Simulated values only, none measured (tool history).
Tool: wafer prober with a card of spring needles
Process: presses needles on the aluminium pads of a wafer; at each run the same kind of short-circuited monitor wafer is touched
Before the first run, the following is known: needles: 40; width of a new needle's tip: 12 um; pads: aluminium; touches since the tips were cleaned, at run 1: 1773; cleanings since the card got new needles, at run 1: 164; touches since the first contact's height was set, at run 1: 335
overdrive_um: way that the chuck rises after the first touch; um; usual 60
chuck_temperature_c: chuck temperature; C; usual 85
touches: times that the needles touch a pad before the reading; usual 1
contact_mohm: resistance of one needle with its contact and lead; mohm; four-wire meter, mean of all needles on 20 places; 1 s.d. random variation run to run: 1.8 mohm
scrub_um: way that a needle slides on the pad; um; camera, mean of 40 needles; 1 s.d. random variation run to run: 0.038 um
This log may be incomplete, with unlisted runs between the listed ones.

run    hour  overdrive_um  chuck_temperature_c  touches  touches since the tips were cleaned  cleanings since the card got new needles  touches since the first contact's height was set  contact_mohm  scrub_um
  1     0.0            60                   85        1                                 1773                                       164                                               335           245     13.28
        3.9  -- tips cleaned on abrasive film
       13.6  -- tips cleaned on abrasive film
       23.2  -- tips cleaned on abrasive film
       32.9  -- tips cleaned on abrasive film
       42.5  -- tips cleaned on abrasive film
       50.3  -- tips cleaned on abrasive film
       59.9  -- tips cleaned on abrasive film
       69.6  -- tips cleaned on abrasive film
  2    70.7            60                   85        1                                  415                                       172                                             26655           203     13.14
       78.4  -- tips cleaned on abrasive film
       88.0  -- tips cleaned on abrasive film
       95.8  -- tips cleaned on abrasive film
      105.4  -- tips cleaned on abrasive film
      115.1  -- tips cleaned on abrasive film
  3   116.1            60                   85        1                                  367                                       177                                             43572           205     13.01
      123.8  -- tips cleaned on abrasive film
      131.5  -- tips cleaned on abrasive film
      139.3  -- tips cleaned on abrasive film
      148.9  -- tips cleaned on abrasive film
      158.6  -- tips cleaned on abrasive film
      166.3  -- tips cleaned on abrasive film
      176.0  -- tips cleaned on abrasive film
      183.6  -- height of the first contact set anew
  4   183.6            60                   85        1                                 2757                                       184                                                 0           252     13.31
      185.6  -- tips cleaned on abrasive film
      193.3  -- tips cleaned on abrasive film
      201.1  -- tips cleaned on abrasive film
      210.7  -- tips cleaned on abrasive film
      220.4  -- tips cleaned on abrasive film
      228.1  -- tips cleaned on abrasive film
      237.8  -- tips cleaned on abrasive film
      247.4  -- tips cleaned on abrasive film
      257.0  -- tips cleaned on abrasive film
      266.7  -- tips cleaned on abrasive film
  5   267.6            60                   97        1                                  350                                       194                                             31294           207     13.13
      275.4  -- tips cleaned on abrasive film
      285.0  -- tips cleaned on abrasive film
      294.7  -- tips cleaned on abrasive film
      302.4  -- tips cleaned on abrasive film
      312.0  -- tips cleaned on abrasive film
      319.8  -- tips cleaned on abrasive film
      327.5  -- tips cleaned on abrasive film
      337.2  -- tips cleaned on abrasive film
  6   339.9            46                   85        1                                 1027                                       202                                             58226           261      9.81
      345.7  -- tips cleaned on abrasive film
      353.5  -- tips cleaned on abrasive film
      363.1  -- tips cleaned on abrasive film
      369.2  -- height of the first contact set anew
      373.1  -- tips cleaned on abrasive film
      382.7  -- tips cleaned on abrasive film
      394.7  -- card fitted with new needles
      402.5  -- tips cleaned on abrasive film
  7   408.6            46                   85        1                                 2300                                         1                                              5179           244     10.12
      410.6  -- tips cleaned on abrasive film
      418.3  -- tips cleaned on abrasive film
      428.0  -- tips cleaned on abrasive film
      435.7  -- tips cleaned on abrasive film
      443.5  -- tips cleaned on abrasive film
      453.1  -- tips cleaned on abrasive film
      460.8  -- tips cleaned on abrasive film
  8   465.4            46                   85        1                                 1723                                         8                                             26335           234     10.08
      469.3  -- tips cleaned on abrasive film
      479.0  -- tips cleaned on abrasive film
      481.0  -- tips cleaned on abrasive film, once more
      490.6  -- tips cleaned on abrasive film
      500.3  -- tips cleaned on abrasive film
      508.0  -- tips cleaned on abrasive film
      517.7  -- tips cleaned on abrasive film
  9   524.7            60                  107        1                                 2628                                        15                                             48393           233     13.05
      526.7  -- tips cleaned on abrasive film
      534.4  -- tips cleaned on abrasive film
      544.1  -- tips cleaned on abrasive film
      551.8  -- tips cleaned on abrasive film
      561.4  -- tips cleaned on abrasive film
      569.2  -- tips cleaned on abrasive film
      578.8  -- tips cleaned on abrasive film
      581.0  -- height of the first contact set anew
      586.9  -- tips cleaned on abrasive film
      596.5  -- tips cleaned on abrasive film
      606.2  -- tips cleaned on abrasive film
 10   612.0            60                  107        1                                 2198                                        25                                             11553           226     13.26
      614.0  -- tips cleaned on abrasive film
      623.7  -- tips cleaned on abrasive film
      633.3  -- tips cleaned on abrasive film
      643.0  -- tips cleaned on abrasive film
      652.6  -- tips cleaned on abrasive film
      660.4  -- tips cleaned on abrasive film
      670.0  -- tips cleaned on abrasive film
 11   677.3            60                   85        1                                 2756                                        32                                             35900           231     13.03
      679.3  -- tips cleaned on abrasive film
      689.0  -- tips cleaned on abrasive film
      696.7  -- tips cleaned on abrasive film
      704.5  -- tips cleaned on abrasive film
      714.1  -- tips cleaned on abrasive film
      721.8  -- tips cleaned on abrasive film
      731.5  -- tips cleaned on abrasive film
      741.1  -- tips cleaned on abrasive film
      750.8  -- tips cleaned on abrasive film
      760.4  -- tips cleaned on abrasive film
 12   763.6            60                   85        1                                 1173                                        42                                             68017           214     12.89
      765.8  -- height of the first contact set anew
      769.7  -- tips cleaned on abrasive film
      777.4  -- tips cleaned on abrasive film
      785.2  -- tips cleaned on abrasive film
      794.8  -- tips cleaned on abrasive film
      804.5  -- tips cleaned on abrasive film
 13   807.6            60                   33        2                                 1176                                        47                                             15568           193     13.23
      813.4  -- tips cleaned on abrasive film
      821.2  -- tips cleaned on abrasive film
      828.9  -- tips cleaned on abrasive film
      838.5  -- tips cleaned on abrasive film
 14   843.2            71                   41        1                                 1754                                        51                                             28836           207     15.58
      847.1  -- tips cleaned on abrasive film
      856.8  -- tips cleaned on abrasive film
      866.4  -- tips cleaned on abrasive film
      876.1  -- tips cleaned on abrasive film
      885.7  -- tips cleaned on abrasive film
      895.4  -- tips cleaned on abrasive film
 15   900.4            69                   85        2                                 1894                                        57                                             50162           204     15.02
      904.3  -- tips cleaned on abrasive film
      914.0  -- tips cleaned on abrasive film
      923.6  -- tips cleaned on abrasive film
      931.4  -- tips cleaned on abrasive film
      939.1  -- tips cleaned on abrasive film
      948.7  -- tips cleaned on abrasive film
      951.0  -- height of the first contact set anew
      956.8  -- tips cleaned on abrasive film
      966.4  -- tips cleaned on abrasive film
 16   972.5            67                   85        1                                 2300                                        65                                              8057           221     14.72
      974.5  -- tips cleaned on abrasive film
      982.3  -- tips cleaned on abrasive film
      991.9  -- tips cleaned on abrasive film
      999.7  -- tips cleaned on abrasive film
     1009.3  -- tips cleaned on abrasive film
     1017.1  -- tips cleaned on abrasive film
     1026.7  -- tips cleaned on abrasive film
     1036.4  -- tips cleaned on abrasive film
     1046.0  -- tips cleaned on abrasive film
     1053.7  -- tips cleaned on abrasive film
 17  1056.1            67                   85        1                                  889                                        75                                             39168           200     14.60
     1061.9  -- tips cleaned on abrasive film
     1071.6  -- tips cleaned on abrasive film
     1081.2  -- tips cleaned on abrasive film
     1089.0  -- tips cleaned on abrasive film
     1098.6  -- tips cleaned on abrasive film
 18  1099.4            76                   89        2                                  308                                        80                                             55310           185     16.50

What does the tool deliver on the next run?
     1107.2  -- tips cleaned on abrasive film
     1114.9  -- tips cleaned on abrasive film
     1124.6  -- tips cleaned on abrasive film
     1134.2  -- tips cleaned on abrasive film
     1136.4  -- height of the first contact set anew
     1142.3  -- tips cleaned on abrasive film
     1151.9  -- tips cleaned on abrasive film
     1161.6  -- tips cleaned on abrasive film
     1171.2  -- tips cleaned on abrasive film
     1179.0  -- tips cleaned on abrasive film
 19  1181.7            76                  100        2                                 1040                                        89                                             16871             ?         ?

contact_mohm: 196 mohm
scrub_um: 16.70 um
Had the tool carried no hidden state, the very same run would have given contact_mohm 183 mohm, scrub_um 16.81 um.
